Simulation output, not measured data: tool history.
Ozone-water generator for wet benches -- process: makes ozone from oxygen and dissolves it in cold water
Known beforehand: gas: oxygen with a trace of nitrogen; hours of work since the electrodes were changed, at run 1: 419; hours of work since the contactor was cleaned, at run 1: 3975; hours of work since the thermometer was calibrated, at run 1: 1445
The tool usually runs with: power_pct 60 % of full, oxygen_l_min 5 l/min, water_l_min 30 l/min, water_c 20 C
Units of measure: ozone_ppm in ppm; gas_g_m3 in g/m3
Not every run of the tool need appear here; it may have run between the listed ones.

| run | day | power_pct | oxygen_l_min | water_l_min | water_c | hours of work since the electrodes were changed | hours of work since the contactor was cleaned | hours of work since the thermometer was calibrated | ozone_ppm | gas_g_m3 |
|---|---|---|---|---|---|---|---|---|---|---|
| 1 | 0 | 60 | 5 | 30 | 20 | 419 | 3975 | 1445 | 14.1 | 208 |
| 2 | 0.904 | 78 | 5 | 30 | 20 | 433 | 3989 | 1459 | 16.7 | 241.9 |
| 3 | 2.479 | 60 | 5 | 30 | 12 | 458 | 4014 | 1484 | 15.2 | 208.5 |
| 4 | 3.725 | 60 | 5 | 30 | 12 | 478 | 4034 | 1504 | 15.4 | 205.3 |
| 5 | 4.742 | 60 | 5 | 30 | 12 | 494 | 4050 | 1520 | 15.2 | 208.5 |
| 6 | 6.304 | 60 | 5 | 30 | 12 | 519 | 4075 | 1545 | 15.6 | 209.6 |
| 7 | 7.896 | 60 | 5 | 30 | 12 | 544 | 4100 | 1570 | 15.4 | 205.9 |
| 8 | 9.221 | 60 | 5 | 21 | 20 | 565 | 4121 | 1591 | 18.8 | 207.6 |
| 9 | 10.3 | 60 | 5 | 30 | 20 | 582 | 4138 | 1608 | 14 | 207.5 |
| 10 | 11.825 | 60 | 5 | 30 | 20 | 607 | 4163 | 1632 | 14.3 | 210.1 |
| 11 | 12.708 | 60 | 5 | 30 | 20 | 621 | 4177 | 1646 | 14.5 | 207 |
| 12 | 14.225 | 60 | 5 | 30 | 20 | 645 | 4201 | 1671 | 14.1 | 208.8 |
| 13 | 15.242 | 60 | 5 | 30 | 20 | 661 | 4217 | 1687 | 14.3 | 208.6 |
| 14 | 16.829 | 60 | 5 | 30 | 20 | 686 | 4242 | 1712 | 14 | 205.1 |
| 15 | 18.225 | 58 | 5 | 28 | 20 | 708 | 4264 | 1734 | 14.7 | 204.7 |
| 16 | 19.417 | 58 | 5 | 28 | 20 | 727 | 4283 | 1753 | 14.7 | 202.6 |
| 17 | 20.658 | 51 | 5.22 | 25 | 20 | 747 | 4303 | 1773 | 15.1 | 187.2 |
| 18 | 21.65 | 86 | 6.24 | 30 | 20 | 763 | 4318 | 1788 | 18.6 | 236.3 |
| 19 | 22.521 | 86 | 6.24 | 30 | 20 | 776 | 4332 | 1802 | 18.4 | 235.2 |
| 20 | 23.183 | 86 | 6.24 | 30 | 20 | 787 | 4343 | 1813 | 18.6 | 237.6 |
| 21 | 24.146 | 60 | 2.75 | 30 | 17 | 802 | 4358 | 1828 | 12 | 259.7 |
| 22 | 25.692 | 60 | 2.75 | 30 | 17 | 827 | 4383 | 1852 | 11.9 | 262.3 |
|  | 26.05 | contactor cleaned |
| 23 | 26.692 | 45 | 4.39 | 27 | 16 | 840 | 10 | 1866 | 13.2 | 184.1 |
| 24 | 28.083 | 45 | 4.39 | 27 | 16 | 862 | 32 | 1888 | 13.1 | 184.4 |
| 25 | 29.567 | 42 | 3.7 | 37 | 17 | 885 | 56 | 1911 | 8.9 | 188.1 |
| 26 | 30.438 | 42 | 2.97 | 21 | 17 | 899 | 70 | 1925 | 13.6 | 204.9 |
| 27 | 31.842 | 42 | 8.23 | 21 | 18 | 922 | 92 | 1947 | 16.8 | 140 |
| 28 | 33.221 | 80 | 5 | 30 | 17 | 943 | 114 | 1969 | 17.1 | 247.3 |

Here are 4 independent what-if runs from the current tool condition. What would each one return?
| A | 34.804 | 59 | 5 | 30 | 17 | 969 | 139 | 1994 | ? | ? |
| B | 34.804 | 60 | 8.59 | 30 | 19 | 969 | 139 | 1994 | ? | ? |
| C | 34.804 | 80 | 5 | 30 | 27 | 969 | 139 | 1994 | ? | ? |
| D | 34.804 | 79 | 5 | 34 | 21 | 969 | 139 | 1994 | ? | ? |

| run | ozone_ppm | gas_g_m3 |
|---|---|---|
| A | 14.7 | 205.2 |
| B | 16.3 | 168.5 |
| C | 15.4 | 244.9 |
| D | 14.9 | 245.5 |
With no hidden state in the tool, these same runs would have given:
| run | ozone_ppm | gas_g_m3 |
|---|---|---|
| A | 14.7 | 205.2 |
| B | 16.3 | 168.6 |
| C | 15.4 | 244.9 |
| D | 14.9 | 245.6 |

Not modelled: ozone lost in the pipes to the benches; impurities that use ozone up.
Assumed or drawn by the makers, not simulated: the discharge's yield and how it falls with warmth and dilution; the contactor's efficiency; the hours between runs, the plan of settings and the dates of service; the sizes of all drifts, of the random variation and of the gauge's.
